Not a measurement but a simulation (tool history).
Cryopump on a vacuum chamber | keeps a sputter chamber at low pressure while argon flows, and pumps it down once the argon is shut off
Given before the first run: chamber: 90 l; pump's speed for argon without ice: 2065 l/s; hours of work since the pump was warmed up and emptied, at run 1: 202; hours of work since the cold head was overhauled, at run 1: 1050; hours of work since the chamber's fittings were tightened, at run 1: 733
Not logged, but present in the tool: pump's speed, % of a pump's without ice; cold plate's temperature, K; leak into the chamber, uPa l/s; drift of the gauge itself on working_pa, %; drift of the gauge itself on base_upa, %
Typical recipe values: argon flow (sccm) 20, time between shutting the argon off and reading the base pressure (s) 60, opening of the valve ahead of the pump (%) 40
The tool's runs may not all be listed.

run,day,argon flow (sccm),time between shutting the argon off and reading the base pressure (s),opening of the valve ahead of the pump (%),hours of work since the pump was warmed up and emptied,hours of work since the cold head was overhauled,hours of work since the chamber's fittings were tightened,pressure while argon flows (Pa),pressure after the wait (uPa)
1,0.000,20,60,40,202,1050,733,0.0429,1.86
2,1.554,20,60,40,224,1072,755,0.0432,1.87
3,2.358,36,60,40,235,1084,767,0.0773,1.93
4,3.446,20,60,40,251,1099,782,0.0430,1.90
5,4.800,20,60,40,270,1118,802,0.0427,1.95
6,6.562,20,60,40,295,1144,827,0.0437,1.99
7,7.379,12,60,40,307,1155,839,0.0263,2.11
8,8.342,20,24,40,321,1169,852,0.0428,3.28
9,10.196,20,24,40,347,1195,879,0.0446,3.35
10,11.754,20,24,40,370,1218,901,0.0449,3.36
11,13.529,20,24,40,395,1243,926,0.0437,3.47
12,15.242,20,24,40,419,1267,951,0.0436,3.49
13,16.617,12,60,40,439,1287,970,0.0260,2.27
14,18.375,12,60,40,464,1312,996,0.0280,2.21
15,19.379,12,60,40,478,1326,1010,0.0268,2.30
16,20.717,20,27,58,498,1346,1029,0.0330,3.42
17,21.788,27,60,16,513,1361,1044,0.1444,2.33
18,23.521,21,232,25,538,1386,1069,0.0740,1.71
19,25.258,22,276,23,562,1410,1094,0.0839,1.71
20,26.692,20,84,34,583,1431,1114,0.0528,2.24
21,28.233,29,33,23,605,1453,1136,0.1109,3.28
22,29.583,33,42,39,624,1472,1156,0.0788,2.93
23,31.271,10,56,39,648,1496,1180,0.0238,2.58
24,32.812,21,21,21,670,1518,1202,0.0886,4.21
25,33.654,39,262,38,682,1530,1214,0.0954,2.01
26,34.562,39,262,38,695,1543,1227,0.0956,2.11
27,35.450,26,51,40,708,1556,1239,0.0624,2.93

Below are 5 alternative next runs, each starting from the tool's condition after run 27. Predict each:
A,36.471,20,38,20,722,1570,1254,?,?
B,36.471,19,51,52,722,1570,1254,?,?
C,36.471,8,32,40,722,1570,1254,?,?
D,36.471,11,51,40,722,1570,1254,?,?
E,36.471,31,60,15,722,1570,1254,?,?

run,pressure while argon flows (Pa),pressure after the wait (uPa)
A,0.0891,3.25
B,0.0370,2.93
C,0.0189,3.59
D,0.0260,2.83
E,0.1791,2.74
Without the tool's hidden state the same runs would have given:
run,pressure while argon flows (Pa),pressure after the wait (uPa)
A,0.0825,1.49
B,0.0307,1.15
C,0.0162,1.77
D,0.0224,1.11
E,0.1688,0.97

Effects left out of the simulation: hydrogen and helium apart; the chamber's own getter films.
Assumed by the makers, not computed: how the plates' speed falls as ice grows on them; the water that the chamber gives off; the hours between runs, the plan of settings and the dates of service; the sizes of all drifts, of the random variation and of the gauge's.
